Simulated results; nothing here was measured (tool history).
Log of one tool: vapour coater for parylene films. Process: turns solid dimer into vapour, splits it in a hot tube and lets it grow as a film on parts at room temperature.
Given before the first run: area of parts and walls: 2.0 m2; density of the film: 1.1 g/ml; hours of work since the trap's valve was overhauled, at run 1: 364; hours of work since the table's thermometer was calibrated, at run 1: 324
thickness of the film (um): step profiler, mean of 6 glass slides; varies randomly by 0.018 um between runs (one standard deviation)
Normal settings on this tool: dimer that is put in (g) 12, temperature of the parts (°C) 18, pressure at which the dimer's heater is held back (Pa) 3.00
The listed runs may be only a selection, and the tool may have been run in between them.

| run | day | dimer that is put in (g) | temperature of the parts (°C) | pressure at which the dimer's heater is held back (Pa) | hours of work since the trap's valve was overhauled | hours of work since the table's thermometer was calibrated | thickness of the film (um) |
|---|---|---|---|---|---|---|---|
| 1 | 0.000 | 12 | 18 | 3.00 | 364 | 324 | 4.08 |
|  | 0.262 | trap's valve overhauled |
| 2 | 2.096 | 12 | 18 | 3.00 | 28 | 353 | 4.05 |
| 3 | 3.692 | 12 | 18 | 3.00 | 52 | 378 | 4.08 |
| 4 | 4.717 | 12 | 18 | 3.67 | 68 | 393 | 3.98 |
| 5 | 6.617 | 12 | 18 | 3.67 | 97 | 422 | 3.96 |
| 6 | 8.212 | 10 | 18 | 3.00 | 121 | 447 | 3.37 |
| 7 | 9.958 | 10 | 18 | 3.00 | 148 | 473 | 3.39 |
| 8 | 11.079 | 12 | 18 | 3.00 | 165 | 490 | 4.09 |
| 9 | 12.692 | 12 | 18 | 3.00 | 189 | 515 | 4.06 |
| 10 | 13.692 | 12 | 18 | 11.28 | 204 | 530 | 3.40 |
| 11 | 14.708 | 12 | 18 | 11.28 | 220 | 545 | 3.40 |
| 12 | 15.896 | 18 | 18 | 3.00 | 238 | 564 | 6.03 |
| 13 | 16.696 | 18 | 18 | 3.00 | 250 | 576 | 6.17 |
| 14 | 17.992 | 18 | 18 | 3.00 | 270 | 595 | 6.08 |
| 15 | 19.492 | 18 | 18 | 3.00 | 293 | 618 | 6.10 |
| 16 | 21.092 | 12 | 18 | 3.00 | 317 | 643 | 4.08 |
| 17 | 22.892 | 12 | 18 | 3.00 | 344 | 670 | 4.09 |
|  | 24.408 | trap's valve overhauled |
| 18 | 24.721 | 12 | 18 | 3.00 | 5 | 695 | 4.08 |
| 19 | 25.725 | 12 | 18 | 3.00 | 20 | 711 | 4.11 |
| 20 | 26.696 | 12 | 18 | 10.80 | 35 | 725 | 3.44 |
| 21 | 28.125 | 12 | 18 | 3.00 | 57 | 747 | 4.09 |
| 22 | 29.296 | 12 | 21 | 3.00 | 74 | 765 | 3.60 |
| 23 | 30.896 | 12 | 21 | 3.00 | 99 | 789 | 3.57 |
| 24 | 32.362 | 7 | 21 | 3.00 | 121 | 812 | 2.08 |
| 25 | 33.375 | 12 | 26 | 3.00 | 137 | 827 | 2.92 |
| 26 | 34.529 | 12 | 26 | 3.00 | 154 | 845 | 2.88 |
| 27 | 35.492 | 12 | 26 | 3.00 | 169 | 859 | 2.87 |
| 28 | 36.479 | 9 | 16 | 8.70 | 184 | 874 | 2.89 |
| 29 | 38.417 | 9 | 16 | 8.70 | 213 | 904 | 2.89 |
| 30 | 39.908 | 8 | 23 | 3.00 | 236 | 927 | 2.21 |
| 31 | 41.079 | 8 | 23 | 3.00 | 254 | 944 | 2.20 |
| 32 | 42.779 | 12 | 18 | 6.98 | 280 | 970 | 3.63 |
| 33 | 44.092 | 19 | 11 | 3.00 | 300 | 990 | 8.43 |
| 34 | 45.542 | 12 | 27 | 4.44 | 322 | 1012 | 2.62 |
| 35 | 47.479 | 12 | 27 | 4.44 | 351 | 1042 | 2.60 |
|  | 48.583 | trap's valve overhauled |
| 36 | 49.242 | 12 | 27 | 4.44 | 10 | 1066 | 2.65 |
| 37 | 50.975 | 19 | 16 | 2.88 | 36 | 1093 | 7.10 |
| 38 | 52.538 | 14 | 23 | 8.63 | 60 | 1116 | 3.34 |
| 39 | 54.283 | 14 | 23 | 8.63 | 87 | 1143 | 3.32 |
| 40 | 56.192 | 12 | 14 | 2.41 | 116 | 1172 | 5.00 |
| 41 | 57.396 | 12 | 14 | 5.59 | 134 | 1190 | 4.46 |
| 42 | 58.888 | 12 | 14 | 5.59 | 157 | 1213 | 4.48 |
|  | 59.196 | table's thermometer calibrated |
| 43 | 60.412 | 12 | 14 | 5.59 | 179 | 19 | 4.43 |
| 44 | 61.721 | 10 | 18 | 3.00 | 199 | 38 | 3.37 |

Forecast each of these 4 alternatives for the next run:
| A | 62.929 | 14 | 10 | 4.86 | 218 | 57 | ? |
| B | 62.929 | 10 | 17 | 3.00 | 218 | 57 | ? |
| C | 62.929 | 13 | 18 | 3.00 | 218 | 57 | ? |
| D | 62.929 | 5 | 22 | 3.33 | 218 | 57 | ? |

| run | thickness of the film (um) |
|---|---|
| A | 6.21 |
| B | 3.56 |
| C | 4.41 |
| D | 1.42 |
With the hidden condition removed and each run's random variation left untouched, the same runs would have given:
| run | thickness of the film (um) |
|---|---|
| A | 6.22 |
| B | 3.57 |
| C | 4.42 |
| D | 1.42 |
